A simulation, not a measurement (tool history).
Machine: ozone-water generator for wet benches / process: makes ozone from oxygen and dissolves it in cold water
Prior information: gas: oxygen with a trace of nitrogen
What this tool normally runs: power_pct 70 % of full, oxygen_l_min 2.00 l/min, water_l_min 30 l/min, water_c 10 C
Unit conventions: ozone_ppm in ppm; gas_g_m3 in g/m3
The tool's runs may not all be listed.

run,hour,power_pct,oxygen_l_min,water_l_min,water_c,ozone_ppm,gas_g_m3
1,0.0,70,2.00,30,10,10.3,221.0
2,112.0,70,2.00,30,10,10.3,221.4
3,207.8,70,2.00,30,10,10.2,220.4
4,282.2,70,2.00,21,10,15.2,219.9
5,368.0,70,2.00,21,10,15.1,220.7
6,426.2,70,2.00,30,10,10.2,220.2
7,560.5,42,2.00,30,10,7.6,159.2
8,661.2,42,2.00,20,10,11.6,158.9
9,741.5,70,2.18,30,10,10.7,211.8
10,855.8,70,2.18,30,10,10.6,213.1
11,942.7,44,1.18,30,7,6.0,207.4
12,1046.1,84,2.99,30,15,12.9,206.7
13,1108.2,70,1.43,30,16,8.9,257.7
14,1165.6,97,1.90,30,7,12.7,280.2
15,1288.5,97,2.94,30,15,14.1,228.1
16,1343.3,92,2.76,30,13,13.5,230.1
17,1456.6,70,2.00,20,9,15.9,220.9
18,1517.7,70,2.00,44,10,6.4,220.5

Between the runs listed above, the log contained 1 entry, not reproduced here. Where in the sequence does each belong, and how does what the log doesn't record of the tool's condition differ from the listed run before to the listed run after?
Between runs 11 and 12: water thermometer calibrated (hour 986.2)
  yield of the discharge, % of new electrodes': 100 -> 99.9
